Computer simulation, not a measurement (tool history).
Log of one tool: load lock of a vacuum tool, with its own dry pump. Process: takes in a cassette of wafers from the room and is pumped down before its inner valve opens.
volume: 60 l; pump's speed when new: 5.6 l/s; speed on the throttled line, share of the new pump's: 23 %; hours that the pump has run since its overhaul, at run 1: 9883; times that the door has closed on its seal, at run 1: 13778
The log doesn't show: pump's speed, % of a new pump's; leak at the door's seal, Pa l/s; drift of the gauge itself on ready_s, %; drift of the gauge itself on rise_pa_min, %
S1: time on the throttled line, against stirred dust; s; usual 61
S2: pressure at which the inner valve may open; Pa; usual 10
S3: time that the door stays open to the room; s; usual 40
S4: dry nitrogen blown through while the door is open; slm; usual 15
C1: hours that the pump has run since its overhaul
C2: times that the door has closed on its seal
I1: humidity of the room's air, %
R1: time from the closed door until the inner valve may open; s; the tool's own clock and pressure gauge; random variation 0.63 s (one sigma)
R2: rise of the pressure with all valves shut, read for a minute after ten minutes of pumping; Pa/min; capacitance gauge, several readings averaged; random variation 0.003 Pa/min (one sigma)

{"run": 1, "hour": 0.0, "S1": 61, "S2": 10, "S3": 40, "S4": 15, "C1": 9883, "C2": 13778, "I1": 45.9, "R1": 151.8, "R2": 0.058}
{"run": 2, "hour": 231.8, "S1": 61, "S2": 10, "S3": 40, "S4": 15, "C1": 10115, "C2": 14101, "I1": 45.1, "R1": 152.9, "R2": 0.058}
{"run": 3, "hour": 478.3, "S1": 61, "S2": 13, "S3": 40, "S4": 15, "C1": 10362, "C2": 14445, "I1": 45.1, "R1": 149.4, "R2": 0.06}
{"run": 4, "hour": 631.9, "S1": 61, "S2": 10, "S3": 40, "S4": 15, "C1": 10515, "C2": 14659, "I1": 47.6, "R1": 152.4, "R2": 0.059}
{"run": 5, "hour": 837.5, "S1": 61, "S2": 10, "S3": 40, "S4": 15, "C1": 10721, "C2": 14945, "I1": 45.3, "R1": 152.7, "R2": 0.06}
{"run": 6, "hour": 1075.8, "S1": 61, "S2": 10, "S3": 40, "S4": 42, "C1": 10959, "C2": 15278, "I1": 46.1, "R1": 152.1, "R2": 0.044}
{"run": 7, "hour": 1301.1, "S1": 61, "S2": 10, "S3": 40, "S4": 42, "C1": 11185, "C2": 15592, "I1": 43.4, "R1": 152.8, "R2": 0.046}
{"run": 8, "hour": 1542.6, "S1": 61, "S2": 10, "S3": 40, "S4": 42, "C1": 11426, "C2": 15928, "I1": 45, "R1": 152.8, "R2": 0.043}
{"run": 9, "hour": 1794.3, "S1": 61, "S2": 10, "S3": 40, "S4": 42, "C1": 11678, "C2": 16279, "I1": 43.9, "R1": 153.9, "R2": 0.05}
{"run": 10, "hour": 2004.2, "S1": 42, "S2": 20, "S3": 40, "S4": 15, "C1": 11888, "C2": 16572, "I1": 45.4, "R1": 131.3, "R2": 0.063}
{"run": 11, "hour": 2115.2, "S1": 39, "S2": 14, "S3": 82, "S4": 5, "C1": 11999, "C2": 16726, "I1": 45.1, "R1": 133.6, "R2": 0.097}
{"run": 12, "hour": 2250.0, "S1": 39, "S2": 11, "S3": 82, "S4": 5, "C1": 12133, "C2": 16914, "I1": 47.2, "R1": 136.2, "R2": 0.102}
{"run": 13, "hour": 2425.7, "S1": 39, "S2": 11, "S3": 82, "S4": 5, "C1": 12309, "C2": 17159, "I1": 46.9, "R1": 136.8, "R2": 0.1}
{"run": 14, "hour": 2559.8, "S1": 39, "S2": 11, "S3": 140, "S4": 6, "C1": 12443, "C2": 17346, "I1": 47.1, "R1": 135.8, "R2": 0.134}
{"run": 15, "hour": 2668.3, "S1": 61, "S2": 10, "S3": 156, "S4": 9, "C1": 12552, "C2": 17497, "I1": 46.2, "R1": 154.5, "R2": 0.133}
{"run": 16, "hour": 2829.7, "S1": 61, "S2": 10, "S3": 156, "S4": 9, "C1": 12713, "C2": 17722, "I1": 46.3, "R1": 154.2, "R2": 0.128}
{"run": 17, "hour": 3006.5, "S1": 70, "S2": 8, "S3": 40, "S4": 10, "C1": 12890, "C2": 17969, "I1": 45.3, "R1": 164.9, "R2": 0.069}
{"run": 18, "hour": 3190.6, "S1": 56, "S2": 10, "S3": 72, "S4": 15, "C1": 13074, "C2": 18226, "I1": 41.2, "R1": 150, "R2": 0.072}

Some steps in R1 between neighbouring runs. How much of each would the tool show without its hidden state too (settings, what came in, random variation), and how much is left for the hidden state, with any gauge scatter that isn't in both results?
Run 9 -> 10: S1 61 -> 42, S2 10 -> 20, S4 42 -> 15. R1 -22.6 s: hidden state -0.2, all else -22.4.
Run 10 -> 11: S1 42 -> 39, S2 20 -> 14, S3 40 -> 82, S4 15 -> 5. R1 +2.3 s: hidden state +0.5, all else +1.8.
